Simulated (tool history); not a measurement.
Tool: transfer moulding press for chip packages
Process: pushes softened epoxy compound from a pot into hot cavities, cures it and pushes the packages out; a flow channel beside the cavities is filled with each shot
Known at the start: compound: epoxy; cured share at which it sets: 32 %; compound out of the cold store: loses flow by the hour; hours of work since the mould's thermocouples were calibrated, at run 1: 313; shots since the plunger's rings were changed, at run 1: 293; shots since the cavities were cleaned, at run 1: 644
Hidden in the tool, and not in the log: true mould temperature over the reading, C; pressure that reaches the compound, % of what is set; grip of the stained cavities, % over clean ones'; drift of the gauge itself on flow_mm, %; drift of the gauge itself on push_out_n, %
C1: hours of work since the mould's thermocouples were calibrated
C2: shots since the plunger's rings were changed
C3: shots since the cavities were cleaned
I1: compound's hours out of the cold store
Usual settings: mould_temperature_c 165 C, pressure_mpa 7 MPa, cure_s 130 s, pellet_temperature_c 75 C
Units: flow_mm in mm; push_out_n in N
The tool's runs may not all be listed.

{"run": 1, "hour": 0.0, "mould_temperature_c": 165, "pressure_mpa": 7, "cure_s": 130, "pellet_temperature_c": 75, "C1": 313, "C2": 293, "C3": 644, "I1": 46.1, "flow_mm": 831, "push_out_n": 555}
{"hour": 7.3, "done": "cavities cleaned with cleaning compound and waxed"}
{"run": 2, "hour": 21.3, "mould_temperature_c": 165, "pressure_mpa": 7, "cure_s": 130, "pellet_temperature_c": 75, "C1": 327, "C2": 504, "C3": 149, "I1": 46.6, "flow_mm": 819, "push_out_n": 427}
{"run": 3, "hour": 45.1, "mould_temperature_c": 165, "pressure_mpa": 7, "cure_s": 130, "pellet_temperature_c": 75, "C1": 345, "C2": 757, "C3": 402, "I1": 46.8, "flow_mm": 838, "push_out_n": 481}
{"hour": 76.2, "done": "cavities cleaned with cleaning compound and waxed"}
{"run": 4, "hour": 84.2, "mould_temperature_c": 165, "pressure_mpa": 7, "cure_s": 130, "pellet_temperature_c": 75, "C1": 373, "C2": 1157, "C3": 86, "I1": 20.1, "flow_mm": 962, "push_out_n": 433}
{"run": 5, "hour": 117.7, "mould_temperature_c": 165, "pressure_mpa": 7, "cure_s": 130, "pellet_temperature_c": 75, "C1": 397, "C2": 1513, "C3": 442, "I1": 36.1, "flow_mm": 871, "push_out_n": 512}
{"hour": 146.8, "done": "cavities cleaned with cleaning compound and waxed"}
{"run": 6, "hour": 149.7, "mould_temperature_c": 165, "pressure_mpa": 7, "cure_s": 130, "pellet_temperature_c": 75, "C1": 420, "C2": 1837, "C3": 31, "I1": 23.5, "flow_mm": 936, "push_out_n": 417}
{"run": 7, "hour": 188.7, "mould_temperature_c": 165, "pressure_mpa": 7, "cure_s": 130, "pellet_temperature_c": 84, "C1": 449, "C2": 2251, "C3": 445, "I1": 39.8, "flow_mm": 845, "push_out_n": 502}
{"run": 8, "hour": 209.3, "mould_temperature_c": 165, "pressure_mpa": 7, "cure_s": 130, "pellet_temperature_c": 84, "C1": 464, "C2": 2471, "C3": 665, "I1": 22.6, "flow_mm": 931, "push_out_n": 564}
{"hour": 215.0, "done": "cavities cleaned with cleaning compound and waxed"}
{"run": 9, "hour": 255.4, "mould_temperature_c": 165, "pressure_mpa": 7, "cure_s": 128, "pellet_temperature_c": 84, "C1": 497, "C2": 2945, "C3": 429, "I1": 9.3, "flow_mm": 1013, "push_out_n": 529}
{"hour": 282.8, "done": "cavities cleaned with cleaning compound and waxed"}
{"run": 10, "hour": 305.9, "mould_temperature_c": 165, "pressure_mpa": 7, "cure_s": 128, "pellet_temperature_c": 84, "C1": 533, "C2": 3466, "C3": 245, "I1": 32.4, "flow_mm": 883, "push_out_n": 472}
{"hour": 310.4, "done": "mould's thermocouples calibrated"}
{"run": 11, "hour": 350.7, "mould_temperature_c": 165, "pressure_mpa": 7, "cure_s": 128, "pellet_temperature_c": 84, "C1": 30, "C2": 3921, "C3": 700, "I1": 20.8, "flow_mm": 941, "push_out_n": 577}
{"hour": 356.0, "done": "cavities cleaned with cleaning compound and waxed"}
{"run": 12, "hour": 391.6, "mould_temperature_c": 165, "pressure_mpa": 7, "cure_s": 128, "pellet_temperature_c": 84, "C1": 59, "C2": 4341, "C3": 379, "I1": 14.9, "flow_mm": 960, "push_out_n": 494}
{"hour": 410.5, "done": "mould's thermocouples calibrated, once more"}
{"hour": 428.8, "done": "cavities cleaned with cleaning compound and waxed"}
{"run": 13, "hour": 439.0, "mould_temperature_c": 165, "pressure_mpa": 6.2, "cure_s": 130, "pellet_temperature_c": 75, "C1": 20, "C2": 4807, "C3": 108, "I1": 13.6, "flow_mm": 911, "push_out_n": 459}
{"run": 14, "hour": 487.0, "mould_temperature_c": 165, "pressure_mpa": 7, "cure_s": 130, "pellet_temperature_c": 75, "C1": 55, "C2": 5317, "C3": 618, "I1": 16.7, "flow_mm": 939, "push_out_n": 592}
{"hour": 497.3, "done": "cavities cleaned with cleaning compound and waxed"}
{"run": 15, "hour": 537.5, "mould_temperature_c": 165, "pressure_mpa": 7, "cure_s": 130, "pellet_temperature_c": 75, "C1": 92, "C2": 5838, "C3": 427, "I1": 8.8, "flow_mm": 975, "push_out_n": 543}
{"hour": 567.5, "done": "cavities cleaned with cleaning compound and waxed"}
{"run": 16, "hour": 574.1, "mould_temperature_c": 162, "pressure_mpa": 7, "cure_s": 130, "pellet_temperature_c": 75, "C1": 117, "C2": 6212, "C3": 71, "I1": 39.5, "flow_mm": 829, "push_out_n": 482}
{"hour": 608.9, "done": "plunger's sealing rings changed"}
{"run": 17, "hour": 610.6, "mould_temperature_c": 166, "pressure_mpa": 6.62, "cure_s": 120, "pellet_temperature_c": 84, "C1": 143, "C2": 18, "C3": 432, "I1": 26.8, "flow_mm": 912, "push_out_n": 538}
{"hour": 639.1, "done": "cavities cleaned with cleaning compound and waxed"}
{"run": 18, "hour": 639.1, "mould_temperature_c": 165, "pressure_mpa": 7, "cure_s": 125, "pellet_temperature_c": 75, "C1": 162, "C2": 305, "C3": 0, "I1": 45.3, "flow_mm": 851, "push_out_n": 404}
{"run": 19, "hour": 659.8, "mould_temperature_c": 165, "pressure_mpa": 6.46, "cure_s": 130, "pellet_temperature_c": 79, "C1": 178, "C2": 525, "C3": 220, "I1": 24.3, "flow_mm": 902, "push_out_n": 452}
{"run": 20, "hour": 686.3, "mould_temperature_c": 165, "pressure_mpa": 6.46, "cure_s": 129, "pellet_temperature_c": 79, "C1": 197, "C2": 807, "C3": 502, "I1": 39, "flow_mm": 843, "push_out_n": 524}
{"hour": 708.5, "done": "cavities cleaned with cleaning compound and waxed"}
{"run": 21, "hour": 716.2, "mould_temperature_c": 165, "pressure_mpa": 8.4, "cure_s": 129, "pellet_temperature_c": 79, "C1": 218, "C2": 1109, "C3": 82, "I1": 31.8, "flow_mm": 985, "push_out_n": 419}
{"run": 22, "hour": 739.9, "mould_temperature_c": 158, "pressure_mpa": 6.3, "cure_s": 122, "pellet_temperature_c": 77, "C1": 236, "C2": 1361, "C3": 334, "I1": 25.7, "flow_mm": 905, "push_out_n": 876}
{"run": 23, "hour": 770.4, "mould_temperature_c": 158, "pressure_mpa": 7, "cure_s": 130, "pellet_temperature_c": 83, "C1": 258, "C2": 1686, "C3": 659, "I1": 44.5, "flow_mm": 864, "push_out_n": 807}
{"hour": 779.7, "done": "cavities cleaned with cleaning compound and waxed"}
{"run": 24, "hour": 817.1, "mould_temperature_c": 164, "pressure_mpa": 7, "cure_s": 113, "pellet_temperature_c": 75, "C1": 292, "C2": 2165, "C3": 397, "I1": 35.3, "flow_mm": 888, "push_out_n": 671}
{"run": 25, "hour": 837.4, "mould_temperature_c": 164, "pressure_mpa": 7, "cure_s": 113, "pellet_temperature_c": 75, "C1": 307, "C2": 2382, "C3": 614, "I1": 24.8, "flow_mm": 926, "push_out_n": 774}
{"hour": 848.9, "done": "cavities cleaned with cleaning compound and waxed"}
{"run": 26, "hour": 874.8, "mould_temperature_c": 170, "pressure_mpa": 6.66, "cure_s": 113, "pellet_temperature_c": 72, "C1": 333, "C2": 2763, "C3": 276, "I1": 46.7, "flow_mm": 788, "push_out_n": 444}
{"hour": 918.7, "done": "cavities cleaned with cleaning compound and waxed"}
{"run": 27, "hour": 919.9, "mould_temperature_c": 173, "pressure_mpa": 7, "cure_s": 130, "pellet_temperature_c": 75, "C1": 365, "C2": 3226, "C3": 12, "I1": 26.7, "flow_mm": 877, "push_out_n": 324}

5 ways to go on from here, each from the tool as it stands after run 27. What would each give?
{"run": "A", "hour": 950.8, "mould_temperature_c": 165, "pressure_mpa": 7, "cure_s": 169, "pellet_temperature_c": 75, "C1": 388, "C2": 3555, "C3": 341, "I1": 20.8, "flow_mm": "?", "push_out_n": "?"}
{"run": "B", "hour": 950.8, "mould_temperature_c": 162, "pressure_mpa": 7, "cure_s": 130, "pellet_temperature_c": 75, "C1": 388, "C2": 3555, "C3": 341, "I1": 47.7, "flow_mm": "?", "push_out_n": "?"}
{"run": "C", "hour": 950.8, "mould_temperature_c": 173, "pressure_mpa": 5.52, "cure_s": 130, "pellet_temperature_c": 75, "C1": 388, "C2": 3555, "C3": 341, "I1": 15.6, "flow_mm": "?", "push_out_n": "?"}
{"run": "D", "hour": 950.8, "mould_temperature_c": 173, "pressure_mpa": 8.3, "cure_s": 130, "pellet_temperature_c": 75, "C1": 388, "C2": 3555, "C3": 341, "I1": 23.4, "flow_mm": "?", "push_out_n": "?"}
{"run": "E", "hour": 950.8, "mould_temperature_c": 166, "pressure_mpa": 7, "cure_s": 130, "pellet_temperature_c": 69, "C1": 388, "C2": 3555, "C3": 341, "I1": 23.6, "flow_mm": "?", "push_out_n": "?"}

run=A flow_mm=949 push_out_n=407
run=B flow_mm=830 push_out_n=550
run=C flow_mm=826 push_out_n=410
run=D flow_mm=969 push_out_n=403
run=E flow_mm=916 push_out_n=480
Without the tool's hidden state the same runs would have given:
run=A flow_mm=987 push_out_n=315
run=B flow_mm=864 push_out_n=440
run=C flow_mm=858 push_out_n=316
run=D flow_mm=1007 push_out_n=311
run=E flow_mm=952 push_out_n=381
